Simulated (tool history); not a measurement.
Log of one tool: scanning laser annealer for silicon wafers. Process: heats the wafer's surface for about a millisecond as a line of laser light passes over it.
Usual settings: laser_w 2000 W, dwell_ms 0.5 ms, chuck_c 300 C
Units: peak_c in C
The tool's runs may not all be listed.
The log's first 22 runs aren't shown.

run    hour  laser_w  dwell_ms  chuck_c  hours of work since the window was cleaned  hours of work since the power meter was calibrated  hours of work since the optics were aligned  peak_c
 23  1224.1     2050     0.517      340                                         407                                                2296                                         1158    1204
 24  1256.2     2000     0.386      340                                         429                                                2318                                         1180    1055
 25  1328.6     2096     0.429      295                                         479                                                2368                                         1230    1090
 26  1367.7     1759       0.5      300                                         506                                                2395                                         1257    1027
     1411.1  -- optics aligned, line set to its width
     1428.3  -- window over the wafer cleaned
 27  1438.3     1801     0.477      312                                           7                                                2438                                           17    1038
 28  1504.3     1801     0.477      312                                          52                                                2484                                           63    1037
 29    1581     2089     0.459      261                                         105                                                2536                                          115    1085
 30  1612.8     2105     0.364      300                                         126                                                2558                                          137    1029
 31    1688     2027       0.5      265                                         178                                                2610                                          188    1104
 32  1746.2     1762     0.401      308                                         218                                                2649                                          228     952
 33  1779.8     2000     0.563      278                                         241                                                2672                                          251    1162
 34  1844.5     2000     0.563      278                                         285                                                2717                                          296    1161
 35  1912.3     2138     0.405      309                                         332                                                2763                                          342    1093
 36    1977     2138     0.446      309                                         376                                                2808                                          386    1141
 37  2040.3     2138     0.438      268                                         419                                                2851                                          430    1090
 38  2083.4     2138     0.438      268                                         449                                                2881                                          459    1087
 39  2160.3     2000      0.55      300                                         502                                                2933                                          512    1172
 40  2199.6     1809      0.37      303                                         529                                                2960                                          539     935
     2223.1  -- window over the wafer cleaned
 41  2262.9     2066      0.58      294                                          27                                                3002                                          581    1224
 42  2337.9     1835      0.49      300                                          79                                                3054                                          632    1053

Forecast each of these 3 alternatives for the next run:
  A  2389.7     1890     0.386      294                                         114                                                3089                                          668       ?
  B  2389.7     2000       0.5      270                                         114                                                3089                                          668       ?
  C  2389.7     1931       0.5      300                                         114                                                3089                                          668       ?

run  peak_c
  A     968
  B    1097
  C    1096
Without the tool's hidden state the same runs would have given:
run  peak_c
  A     968
  B    1097
  C    1096

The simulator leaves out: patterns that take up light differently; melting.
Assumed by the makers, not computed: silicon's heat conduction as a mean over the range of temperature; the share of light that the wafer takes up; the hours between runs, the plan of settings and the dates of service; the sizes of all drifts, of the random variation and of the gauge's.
